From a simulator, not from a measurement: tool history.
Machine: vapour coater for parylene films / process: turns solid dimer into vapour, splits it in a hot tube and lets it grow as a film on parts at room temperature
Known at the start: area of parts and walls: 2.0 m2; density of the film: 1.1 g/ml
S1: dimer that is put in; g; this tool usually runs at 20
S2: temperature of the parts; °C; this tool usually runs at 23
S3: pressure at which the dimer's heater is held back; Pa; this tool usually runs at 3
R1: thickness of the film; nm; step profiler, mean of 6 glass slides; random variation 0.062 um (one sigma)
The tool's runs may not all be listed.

run,hour,S1,S2,S3,R1
1,0,20,23,3,6990
2,76.2,20,23,3,6890
3,147.6,20,23,3,6860
4,210.5,20,23,3,6770
# hour 238: trap's valve overhauled
5,272,20,23,3,6630
6,340.7,20,23,3,6550
7,403.1,20,23,3,6560
8,444.6,35,23,3,11310
9,478.2,35,23,3,11180
10,531.3,11,23,3,3490
11,602.5,20,23,2.43,6520
# hour 616.2: trap's valve overhauled, once more
12,656.5,20,19,2.56,8060
13,726,14,22,8.75,4290
14,772,20,21,4.06,7120
15,818.6,20,21,4.06,7020
16,887.7,20,21,4.06,6970
17,955.3,20,18,4.06,7290

Each row is a separate what-if for the run after 17, all from the same tool condition, not one after another. Results?
A,1014.7,32,29,10.54,?
B,1014.7,20,30,4.06,?
C,1014.7,27,23,4.26,?

run,R1
A,7990
B,5880
C,8800
Had the tool no hidden state, the same runs would have come out as:
run,R1
A,8430
B,6210
C,9290

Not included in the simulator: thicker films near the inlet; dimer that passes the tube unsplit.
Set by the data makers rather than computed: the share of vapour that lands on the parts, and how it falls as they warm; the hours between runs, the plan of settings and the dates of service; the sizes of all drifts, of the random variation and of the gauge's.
